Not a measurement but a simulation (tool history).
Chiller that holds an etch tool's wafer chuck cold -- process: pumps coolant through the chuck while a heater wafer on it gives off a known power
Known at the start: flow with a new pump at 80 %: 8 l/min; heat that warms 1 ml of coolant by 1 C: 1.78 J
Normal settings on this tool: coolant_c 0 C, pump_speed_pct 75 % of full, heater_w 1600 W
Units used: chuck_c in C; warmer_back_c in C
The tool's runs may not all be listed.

Run 1, hour 0: usual settings. Result: chuck_c 15.7 C, warmer_back_c 7.61 C.
Run 2, hour 152.3: usual settings. Result: chuck_c 16 C, warmer_back_c 7.54 C.
At hour 225.5: chiller's thermometer calibrated.
Run 3, hour 246.5: usual settings. Result: chuck_c 15.4 C, warmer_back_c 7.55 C.
Run 4, hour 338.3: usual settings. Result: chuck_c 15.5 C, warmer_back_c 7.55 C.
Run 5, hour 422.3: usual settings. Result: chuck_c 15.5 C, warmer_back_c 7.63 C.
Run 6, hour 578.1: usual settings but heater_w 899 W. Result: chuck_c 8.9 C, warmer_back_c 4.28 C.
Run 7, hour 728.2: usual settings but heater_w 899 W. Result: chuck_c 8.8 C, warmer_back_c 4.26 C.
Run 8, hour 846.2: usual settings but coolant_c 8 C. Result: chuck_c 23.9 C, warmer_back_c 7.65 C.
Run 9, hour 998.9: usual settings but coolant_c 8 C. Result: chuck_c 24 C, warmer_back_c 7.62 C.
Run 10, hour 1110.2: usual settings but heater_w 853 W. Result: chuck_c 8.7 C, warmer_back_c 4.07 C.
Run 11, hour 1207.6: usual settings but coolant_c 8 C. Result: chuck_c 23.8 C, warmer_back_c 7.63 C.
Run 12, hour 1365.5: usual settings but coolant_c 1 C, pump_speed_pct 60 % of full, heater_w 2245 W. Result: chuck_c 28.4 C, warmer_back_c 13.45 C.
Run 13, hour 1494.1: usual settings but coolant_c 7 C. Result: chuck_c 23.1 C, warmer_back_c 7.67 C.
Run 14, hour 1653.2: usual settings but coolant_c 7 C. Result: chuck_c 23.2 C, warmer_back_c 7.68 C.
Run 15, hour 1739.6: usual settings but coolant_c 5 C, pump_speed_pct 94 % of full, heater_w 1817 W. Result: chuck_c 19.8 C, warmer_back_c 6.91 C.
Run 16, hour 1905.8: usual settings but coolant_c 5 C, pump_speed_pct 94 % of full, heater_w 1817 W. Result: chuck_c 19.9 C, warmer_back_c 6.89 C.
Run 17, hour 2004.8: usual settings but coolant_c -2 C, pump_speed_pct 94 % of full, heater_w 989 W. Result: chuck_c 6.3 C, warmer_back_c 3.75 C.
Run 18, hour 2140.4: usual settings but coolant_c -1 C, pump_speed_pct 94 % of full, heater_w 2351 W. Result: chuck_c 18.5 C, warmer_back_c 9.01 C.
Run 19, hour 2310.4: usual settings but coolant_c -1 C, pump_speed_pct 71 % of full, heater_w 1489 W. Result: chuck_c 15 C, warmer_back_c 7.62 C.

The next listed run, before its measurement:
Run 20, hour 2441.9: usual settings but coolant_c -2 C. Result: chuck_c ?, warmer_back_c ?.

Run 20 measured chuck_c 14.5 C, warmer_back_c 7.76 C.
Minus the tool's unlogged condition, the same run would have read chuck_c 12.6 C, warmer_back_c 7.22 C.

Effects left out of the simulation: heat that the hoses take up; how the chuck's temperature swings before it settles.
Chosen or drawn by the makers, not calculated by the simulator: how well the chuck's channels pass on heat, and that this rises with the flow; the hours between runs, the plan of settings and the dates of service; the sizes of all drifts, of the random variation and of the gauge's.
